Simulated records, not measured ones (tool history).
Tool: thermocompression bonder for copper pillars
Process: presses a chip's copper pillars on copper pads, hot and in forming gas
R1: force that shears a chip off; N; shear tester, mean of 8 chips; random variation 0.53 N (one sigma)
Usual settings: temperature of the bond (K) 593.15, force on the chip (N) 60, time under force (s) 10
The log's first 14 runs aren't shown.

At hour 823.7: forming gas filter changed.
Run 15, hour 839.8: usual settings. Result: R1 36.4 N.
Run 16, hour 913.1: usual settings. Result: R1 35.9 N.
Run 17, hour 973.2: usual settings. Result: R1 34.1 N.
Run 18, hour 1016.1: usual settings but temperature of the bond (K) 611.15. Result: R1 39.7 N.
Run 19, hour 1094.5: usual settings but temperature of the bond (K) 611.15. Result: R1 38.6 N.
At hour 1122.3: forming gas filter changed.
Run 20, hour 1137.6: usual settings but temperature of the bond (K) 611.15. Result: R1 43.5 N.
At hour 1195.4: heater calibrated with a thermocouple chip.
Run 21, hour 1230.2: usual settings but temperature of the bond (K) 608.15, force on the chip (N) 40. Result: R1 28.9 N.
Run 22, hour 1310.9: usual settings but temperature of the bond (K) 608.15. Result: R1 37.1 N.
Run 23, hour 1351.7: usual settings but temperature of the bond (K) 608.15. Result: R1 37.1 N.
At hour 1359.5: force cell calibrated.
Run 24, hour 1417.3: usual settings but temperature of the bond (K) 608.15. Result: R1 37.8 N.
At hour 1423.7: forming gas filter changed.
Run 25, hour 1455.5: usual settings but temperature of the bond (K) 608.15. Result: R1 42.7 N.
Run 26, hour 1519.4: usual settings but temperature of the bond (K) 608.15. Result: R1 42 N.
Run 27, hour 1596: usual settings but temperature of the bond (K) 608.15, force on the chip (N) 39. Result: R1 28.8 N.
Run 28, hour 1636.8: usual settings but time under force (s) 24. Result: R1 45.2 N.
At hour 1722.1: forming gas filter changed.
Run 29, hour 1723.9: usual settings but temperature of the bond (K) 582.15, force on the chip (N) 74, time under force (s) 24. Result: R1 50.2 N.
Run 30, hour 1809.2: usual settings but temperature of the bond (K) 595.15, force on the chip (N) 69, time under force (s) 7. Result: R1 35.7 N.
Run 31, hour 1883.7: usual settings but temperature of the bond (K) 587.15, time under force (s) 14. Result: R1 35.3 N.
Run 32, hour 1937.6: usual settings but temperature of the bond (K) 587.15, force on the chip (N) 40, time under force (s) 7. Result: R1 19.5 N.

The next listed run, before its measurement:
At hour 2023.9: forming gas filter changed.
Run 33, hour 2027: usual settings but temperature of the bond (K) 587.15, force on the chip (N) 40, time under force (s) 7. Result: R1 ?.

R1: 21.3 N
Without the tool's hidden state the same run would have given R1 21.1 N.

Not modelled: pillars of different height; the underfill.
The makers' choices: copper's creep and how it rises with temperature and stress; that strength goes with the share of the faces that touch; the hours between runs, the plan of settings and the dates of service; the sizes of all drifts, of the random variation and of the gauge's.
